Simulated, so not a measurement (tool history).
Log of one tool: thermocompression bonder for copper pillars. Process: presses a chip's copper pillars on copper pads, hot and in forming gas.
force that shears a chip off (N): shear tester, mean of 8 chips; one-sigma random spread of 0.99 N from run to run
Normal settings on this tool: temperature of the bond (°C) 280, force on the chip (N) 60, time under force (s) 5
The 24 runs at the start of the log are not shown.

run,hour,temperature of the bond (°C),force on the chip (N),time under force (s),force that shears a chip off (N)
25,246.6,280,87,3,88.6
26,255.7,295,60,5,90.1
27,267.2,290,43,7,72.1
28,273.7,283,70,3,77
29,285.8,267,60,5,61.9
30,298.2,270,60,5,65.9
31,305.5,307,38,10,89.3
32,315.3,307,38,10,89.7
33,327.7,271,41,3,36.7
34,334.4,282,54,3,57.9
35,343.8,299,48,5,78.4
36,350.7,299,48,5,77.6
# hour 353.3: forming gas filter changed
37,363.9,283,57,5,83.7
38,373.7,283,57,5,83.1
39,380,298,52,5,94.2

Consider 3 possible next runs. They are alternatives, not a sequence: every one starts from the tool as it was left by run 39. What does each give?
A,387.9,280,87,5,?
B,387.9,280,41,14,?
C,387.9,280,60,8,?

run,force that shears a chip off (N)
A,112.4
B,84.2
C,94.6
Stripped of hidden state, with their random variation kept, the same runs would have yielded:
run,force that shears a chip off (N)
A,114.5
B,86.1
C,96.5
